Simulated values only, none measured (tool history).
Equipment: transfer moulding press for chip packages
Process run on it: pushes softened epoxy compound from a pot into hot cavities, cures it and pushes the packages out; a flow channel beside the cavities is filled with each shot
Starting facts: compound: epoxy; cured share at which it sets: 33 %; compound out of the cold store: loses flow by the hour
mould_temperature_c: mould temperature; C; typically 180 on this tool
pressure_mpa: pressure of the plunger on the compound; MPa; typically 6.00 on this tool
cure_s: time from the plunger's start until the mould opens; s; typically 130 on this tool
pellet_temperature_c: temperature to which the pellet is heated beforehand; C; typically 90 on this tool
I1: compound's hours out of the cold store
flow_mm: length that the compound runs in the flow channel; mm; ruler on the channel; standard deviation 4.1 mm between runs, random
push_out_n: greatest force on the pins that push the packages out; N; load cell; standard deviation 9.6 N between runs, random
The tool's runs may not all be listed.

Run 1, day 0.000: usual settings; I1 31.3. Result: flow_mm 877 mm, push_out_n 449 N.
Run 2, day 1.158: usual settings; I1 14.5. Result: flow_mm 950 mm, push_out_n 463 N.
At day 1.717: cavities cleaned with cleaning compound and waxed.
Run 3, day 2.146: usual settings; I1 9.5. Result: flow_mm 975 mm, push_out_n 447 N.
Run 4, day 3.654: usual settings; I1 47.3. Result: flow_mm 804 mm, push_out_n 452 N.
Run 5, day 5.117: usual settings; I1 26.0. Result: flow_mm 896 mm, push_out_n 439 N.
Run 6, day 6.054: usual settings but pressure_mpa 6.47 MPa; I1 10.7. Result: flow_mm 1006 mm, push_out_n 457 N.
Run 7, day 7.171: usual settings; I1 22.8. Result: flow_mm 908 mm, push_out_n 461 N.
Run 8, day 8.004: usual settings; I1 36.3. Result: flow_mm 854 mm, push_out_n 422 N.
Run 9, day 8.854: usual settings; I1 20.5. Result: flow_mm 926 mm, push_out_n 450 N.
At day 9.525: cavities cleaned with cleaning compound and waxed.
Run 10, day 10.375: usual settings; I1 37.8. Result: flow_mm 835 mm, push_out_n 454 N.
Run 11, day 12.108: usual settings but pellet_temperature_c 87 C; I1 47.6. Result: flow_mm 810 mm, push_out_n 444 N.
Run 12, day 13.546: usual settings but mould_temperature_c 185 C; I1 36.0. Result: flow_mm 830 mm, push_out_n 396 N.
Run 13, day 14.742: usual settings but cure_s 128 s; I1 10.1. Result: flow_mm 975 mm, push_out_n 487 N.
Run 14, day 15.575: usual settings but cure_s 128 s; I1 24.6. Result: flow_mm 904 mm, push_out_n 474 N.
Run 15, day 17.150: usual settings but mould_temperature_c 177 C, pressure_mpa 5.34 MPa, cure_s 128 s, pellet_temperature_c 83 C; I1 34.5. Result: flow_mm 836 mm, push_out_n 545 N.
At day 17.342: cavities cleaned with cleaning compound and waxed.
Run 16, day 18.083: usual settings but mould_temperature_c 181 C, pressure_mpa 5.58 MPa, cure_s 167 s, pellet_temperature_c 98 C; I1 10.3. Result: flow_mm 934 mm, push_out_n 379 N.
Run 17, day 18.817: usual settings but mould_temperature_c 181 C, pressure_mpa 5.58 MPa, cure_s 167 s, pellet_temperature_c 81 C; I1 26.9. Result: flow_mm 858 mm, push_out_n 395 N.
Run 18, day 20.521: usual settings but pressure_mpa 5.37 MPa; I1 28.1. Result: flow_mm 835 mm, push_out_n 443 N.
Run 19, day 22.162: usual settings but mould_temperature_c 185 C, cure_s 118 s, pellet_temperature_c 94 C; I1 15.9. Result: flow_mm 923 mm, push_out_n 426 N.
Run 20, day 23.275: usual settings but mould_temperature_c 185 C, cure_s 118 s, pellet_temperature_c 94 C; I1 20.9. Result: flow_mm 899 mm, push_out_n 423 N.
Run 21, day 24.642: usual settings but mould_temperature_c 185 C, cure_s 118 s, pellet_temperature_c 94 C; I1 38.3. Result: flow_mm 818 mm, push_out_n 417 N.
At day 25.112: cavities cleaned with cleaning compound and waxed.
Run 22, day 25.679: usual settings but mould_temperature_c 185 C, cure_s 118 s, pellet_temperature_c 91 C; I1 38.3. Result: flow_mm 827 mm, push_out_n 401 N.
Run 23, day 26.525: usual settings but mould_temperature_c 183 C, pressure_mpa 6.86 MPa, cure_s 118 s, pellet_temperature_c 91 C; I1 10.0. Result: flow_mm 1024 mm, push_out_n 449 N.
Run 24, day 27.912: usual settings but mould_temperature_c 176 C, pressure_mpa 4.82 MPa; I1 31.2. Result: flow_mm 797 mm, push_out_n 570 N.
Run 25, day 28.825: usual settings but mould_temperature_c 177 C, pressure_mpa 6.89 MPa, cure_s 134 s, pellet_temperature_c 87 C; I1 31.2. Result: flow_mm 953 mm, push_out_n 514 N.
At day 29.838: mould's thermocouples calibrated.
Run 26, day 30.125: usual settings but mould_temperature_c 177 C, pressure_mpa 6.50 MPa, cure_s 131 s, pellet_temperature_c 94 C; I1 27.4. Result: flow_mm 940 mm, push_out_n 520 N.
Run 27, day 31.542: usual settings but mould_temperature_c 177 C, pressure_mpa 4.60 MPa, cure_s 157 s, pellet_temperature_c 94 C; I1 45.5. Result: flow_mm 723 mm, push_out_n 407 N.

Here are 5 independent what-if runs from the current tool condition. What would each one return?
Run A, day 32.775: usual settings but mould_temperature_c 183 C, pressure_mpa 6.09 MPa, cure_s 157 s, pellet_temperature_c 94 C; I1 31.2. Result: flow_mm ?, push_out_n ?.
Run B, day 32.775: usual settings but mould_temperature_c 177 C, pressure_mpa 5.01 MPa, cure_s 158 s, pellet_temperature_c 94 C; I1 41.9. Result: flow_mm ?, push_out_n ?.
Run C, day 32.775: usual settings but mould_temperature_c 187 C; I1 18.1. Result: flow_mm ?, push_out_n ?.
Run D, day 32.775: usual settings but mould_temperature_c 178 C, pressure_mpa 4.60 MPa, cure_s 157 s, pellet_temperature_c 94 C; I1 35.8. Result: flow_mm ?, push_out_n ?.
Run E, day 32.775: usual settings but mould_temperature_c 177 C, pressure_mpa 4.60 MPa, cure_s 156 s, pellet_temperature_c 94 C; I1 24.4. Result: flow_mm ?, push_out_n ?.

run  flow_mm  push_out_n
  A      873         387
  B      770         402
  C      911         397
  D      751         396
  E      800         414
What these runs would have given with no unlogged condition in the tool:
run  flow_mm  push_out_n
  A      874         381
  B      771         395
  C      912         390
  D      752         390
  E      802         407
